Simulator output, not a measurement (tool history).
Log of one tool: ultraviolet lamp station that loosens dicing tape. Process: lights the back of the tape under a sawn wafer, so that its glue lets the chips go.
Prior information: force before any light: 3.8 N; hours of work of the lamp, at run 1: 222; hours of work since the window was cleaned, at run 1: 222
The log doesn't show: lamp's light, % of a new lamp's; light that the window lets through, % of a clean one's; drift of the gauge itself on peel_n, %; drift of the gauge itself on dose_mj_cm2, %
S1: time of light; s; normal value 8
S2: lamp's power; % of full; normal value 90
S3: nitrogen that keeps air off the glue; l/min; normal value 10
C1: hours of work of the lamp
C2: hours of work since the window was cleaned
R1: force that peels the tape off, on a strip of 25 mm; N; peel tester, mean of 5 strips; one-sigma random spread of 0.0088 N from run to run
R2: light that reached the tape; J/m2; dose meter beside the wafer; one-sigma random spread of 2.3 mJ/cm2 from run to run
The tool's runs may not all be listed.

{"run": 1, "hour": 0.0, "S1": 8, "S2": 90, "S3": 10, "C1": 222, "C2": 222, "R1": 0.472, "R2": 2100}
{"run": 2, "hour": 18.9, "S1": 8, "S2": 90, "S3": 10, "C1": 233, "C2": 233, "R1": 0.481, "R2": 2100}
{"run": 3, "hour": 43.4, "S1": 8, "S2": 90, "S3": 10, "C1": 247, "C2": 247, "R1": 0.463, "R2": 2100}
{"run": 4, "hour": 66.3, "S1": 6, "S2": 90, "S3": 10, "C1": 259, "C2": 259, "R1": 0.805, "R2": 1590}
{"run": 5, "hour": 98.3, "S1": 6, "S2": 90, "S3": 10, "C1": 277, "C2": 277, "R1": 0.786, "R2": 1560}
{"run": 6, "hour": 127.9, "S1": 8, "S2": 90, "S3": 5, "C1": 294, "C2": 294, "R1": 0.767, "R2": 2010}
{"hour": 132.9, "done": "window cleaned of glue's vapour"}
{"run": 7, "hour": 150.0, "S1": 5, "S2": 92, "S3": 9, "C1": 306, "C2": 9, "R1": 0.935, "R2": 1410}
{"run": 8, "hour": 181.9, "S1": 6, "S2": 64, "S3": 12, "C1": 323, "C2": 27, "R1": 1.076, "R2": 1190}
{"run": 9, "hour": 203.3, "S1": 6, "S2": 64, "S3": 12, "C1": 335, "C2": 39, "R1": 1.037, "R2": 1180}
{"run": 10, "hour": 229.1, "S1": 6, "S2": 64, "S3": 12, "C1": 350, "C2": 54, "R1": 1.084, "R2": 1130}
{"run": 11, "hour": 253.0, "S1": 11, "S2": 98, "S3": 7, "C1": 363, "C2": 67, "R1": 0.29, "R2": 3190}
{"run": 12, "hour": 270.3, "S1": 11, "S2": 98, "S3": 7, "C1": 373, "C2": 76, "R1": 0.28, "R2": 3150}

Branching from run 12: 4 alternative next runs. What would each branch give?
{"run": "A", "hour": 295.2, "S1": 5, "S2": 90, "S3": 8, "C1": 386, "C2": 90, "R1": "?", "R2": "?"}
{"run": "B", "hour": 295.2, "S1": 6, "S2": 98, "S3": 8, "C1": 386, "C2": 90, "R1": "?", "R2": "?"}
{"run": "C", "hour": 295.2, "S1": 8, "S2": 60, "S3": 10, "C1": 386, "C2": 90, "R1": "?", "R2": "?"}
{"run": "D", "hour": 295.2, "S1": 5, "S2": 97, "S3": 10, "C1": 386, "C2": 90, "R1": "?", "R2": "?"}

run=A R1=1.094 R2=1290
run=B R1=0.763 R2=1720
run=C R1=0.896 R2=1420
run=D R1=0.882 R2=1430
With the hidden condition removed and each run's random variation left untouched, the same runs would have given:
run=A R1=0.907 R2=1500
run=B R1=0.606 R2=2000
run=C R1=0.726 R2=1640
run=D R1=0.713 R2=1660

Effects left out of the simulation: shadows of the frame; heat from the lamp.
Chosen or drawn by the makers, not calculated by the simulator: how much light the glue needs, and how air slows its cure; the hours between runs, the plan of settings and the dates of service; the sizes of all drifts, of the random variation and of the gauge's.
